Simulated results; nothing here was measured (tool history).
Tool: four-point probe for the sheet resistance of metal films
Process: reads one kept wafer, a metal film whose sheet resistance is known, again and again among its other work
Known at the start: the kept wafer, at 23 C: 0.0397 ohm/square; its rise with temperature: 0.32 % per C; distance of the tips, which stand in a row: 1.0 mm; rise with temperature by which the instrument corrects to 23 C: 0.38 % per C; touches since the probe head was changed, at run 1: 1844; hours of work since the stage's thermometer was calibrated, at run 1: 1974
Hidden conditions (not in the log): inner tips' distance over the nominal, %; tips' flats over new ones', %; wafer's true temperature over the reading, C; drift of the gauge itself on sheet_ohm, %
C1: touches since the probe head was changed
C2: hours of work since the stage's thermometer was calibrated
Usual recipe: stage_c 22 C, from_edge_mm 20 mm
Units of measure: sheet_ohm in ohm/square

Run 1, hour 0.0: usual settings; C1 1844; C2 1974. Result: sheet_ohm 0.039566 ohm/square.
Run 2, hour 29.5: usual settings; C1 2508; C2 1990. Result: sheet_ohm 0.039573 ohm/square.
Run 3, hour 58.8: usual settings; C1 3169; C2 2007. Result: sheet_ohm 0.039575 ohm/square.
Run 4, hour 75.7: usual settings; C1 3551; C2 2017. Result: sheet_ohm 0.039571 ohm/square.
Run 5, hour 93.8: usual settings; C1 3959; C2 2027. Result: sheet_ohm 0.039557 ohm/square.
Run 6, hour 124.9: usual settings; C1 4663; C2 2045. Result: sheet_ohm 0.039563 ohm/square.
Run 7, hour 158.5: usual settings but from_edge_mm 5 mm; C1 5421; C2 2064. Result: sheet_ohm 0.040350 ohm/square.
Run 8, hour 187.6: usual settings but from_edge_mm 24 mm; C1 6076; C2 2080. Result: sheet_ohm 0.039556 ohm/square.
Run 9, hour 209.3: usual settings but from_edge_mm 24 mm; C1 6566; C2 2093. Result: sheet_ohm 0.039544 ohm/square.
Run 10, hour 229.8: usual settings but from_edge_mm 24 mm; C1 7029; C2 2104. Result: sheet_ohm 0.039560 ohm/square.
Run 11, hour 256.4: usual settings but from_edge_mm 24 mm; C1 7628; C2 2119. Result: sheet_ohm 0.039557 ohm/square.
Run 12, hour 274.5: usual settings but stage_c 25 C, from_edge_mm 24 mm; C1 8037; C2 2130. Result: sheet_ohm 0.039472 ohm/square.
Run 13, hour 298.5: usual settings but stage_c 25 C, from_edge_mm 24 mm; C1 8579; C2 2143. Result: sheet_ohm 0.039479 ohm/square.
Run 14, hour 325.1: usual settings but stage_c 23 C, from_edge_mm 18 mm; C1 9179; C2 2158. Result: sheet_ohm 0.039562 ohm/square.

Forecast run 15:
At hour 327.8: stage's thermometer calibrated.
Run 15, hour 344.7: usual settings but stage_c 32 C, from_edge_mm 35 mm; C1 9608; C2 10. Result: sheet_ohm ?.

{"run 15": {"sheet_ohm": 0.039242}}
If the tool had no hidden condition, the same run with the same run-to-run variation would have returned sheet_ohm 0.039483 ohm/square.
